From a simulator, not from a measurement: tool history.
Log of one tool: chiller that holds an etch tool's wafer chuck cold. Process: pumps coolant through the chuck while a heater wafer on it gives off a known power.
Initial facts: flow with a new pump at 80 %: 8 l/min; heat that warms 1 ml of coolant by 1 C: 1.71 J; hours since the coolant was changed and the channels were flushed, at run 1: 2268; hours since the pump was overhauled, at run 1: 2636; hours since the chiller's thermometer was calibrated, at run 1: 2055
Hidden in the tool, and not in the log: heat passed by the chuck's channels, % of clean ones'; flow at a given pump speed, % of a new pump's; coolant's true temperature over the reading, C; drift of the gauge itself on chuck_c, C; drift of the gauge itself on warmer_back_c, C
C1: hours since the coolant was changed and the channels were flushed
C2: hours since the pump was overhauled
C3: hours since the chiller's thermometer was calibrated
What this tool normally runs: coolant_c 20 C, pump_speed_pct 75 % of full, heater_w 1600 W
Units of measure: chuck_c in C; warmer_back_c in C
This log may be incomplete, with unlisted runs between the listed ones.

Run 1, day 0.000: usual settings; C1 2268; C2 2636; C3 2055. Result: chuck_c 39.8 C, warmer_back_c 7.64 C.
Run 2, day 4.058: usual settings; C1 2365; C2 2734; C3 2153. Result: chuck_c 39.9 C, warmer_back_c 7.59 C.
Run 3, day 7.979: usual settings; C1 2459; C2 2828; C3 2247. Result: chuck_c 39.8 C, warmer_back_c 7.63 C.
Run 4, day 10.133: usual settings; C1 2511; C2 2880; C3 2298. Result: chuck_c 40.0 C, warmer_back_c 7.64 C.
Run 5, day 12.392: usual settings; C1 2565; C2 2934; C3 2353. Result: chuck_c 40.1 C, warmer_back_c 7.58 C.
Run 6, day 15.712: usual settings but coolant_c 12 C; C1 2645; C2 3013; C3 2432. Result: chuck_c 31.9 C, warmer_back_c 7.64 C.
Run 7, day 19.312: usual settings but coolant_c 12 C; C1 2731; C2 3100; C3 2519. Result: chuck_c 31.8 C, warmer_back_c 7.66 C.
Run 8, day 21.446: usual settings; C1 2782; C2 3151; C3 2570. Result: chuck_c 39.9 C, warmer_back_c 7.57 C.
Run 9, day 24.925: usual settings; C1 2866; C2 3235; C3 2653. Result: chuck_c 40.0 C, warmer_back_c 7.75 C.
Run 10, day 29.150: usual settings; C1 2967; C2 3336; C3 2755. Result: chuck_c 40.0 C, warmer_back_c 7.65 C.
Run 11, day 33.179: usual settings; C1 3064; C2 3433; C3 2851. Result: chuck_c 39.9 C, warmer_back_c 7.70 C.
Run 12, day 35.250: usual settings; C1 3114; C2 3482; C3 2901. Result: chuck_c 39.9 C, warmer_back_c 7.71 C.
Run 13, day 40.162: usual settings but coolant_c 14 C; C1 3232; C2 3600; C3 3019. Result: chuck_c 34.1 C, warmer_back_c 7.68 C.
Run 14, day 42.667: usual settings but coolant_c 28 C, pump_speed_pct 80 % of full; C1 3292; C2 3660; C3 3079. Result: chuck_c 47.1 C, warmer_back_c 7.15 C.
Run 15, day 46.967: usual settings but coolant_c 19 C, pump_speed_pct 87 % of full, heater_w 827 W; C1 3395; C2 3764; C3 3182. Result: chuck_c 28.2 C, warmer_back_c 3.55 C.
Run 16, day 51.796: usual settings but heater_w 1680 W; C1 3511; C2 3879; C3 3298. Result: chuck_c 41.0 C, warmer_back_c 8.19 C.
Run 17, day 56.812: usual settings but coolant_c 18 C, pump_speed_pct 68 % of full; C1 3631; C2 4000; C3 3419. Result: chuck_c 39.1 C, warmer_back_c 8.64 C.
Run 18, day 59.579: usual settings but coolant_c 13 C, pump_speed_pct 68 % of full, heater_w 1053 W; C1 3698; C2 4066; C3 3485. Result: chuck_c 27.1 C, warmer_back_c 5.82 C.

Expected results for the next run?
Run 19, day 62.067: usual settings but coolant_c 22 C, pump_speed_pct 68 % of full, heater_w 1338 W; C1 3757; C2 4126; C3 3545. Result: chuck_c ?, warmer_back_c ?.

Run 19 came out at chuck_c 39.9 C, warmer_back_c 7.33 C.
On a tool with no hidden condition, and with the same random variation, this run would have come out at chuck_c 39.8 C, warmer_back_c 7.06 C.
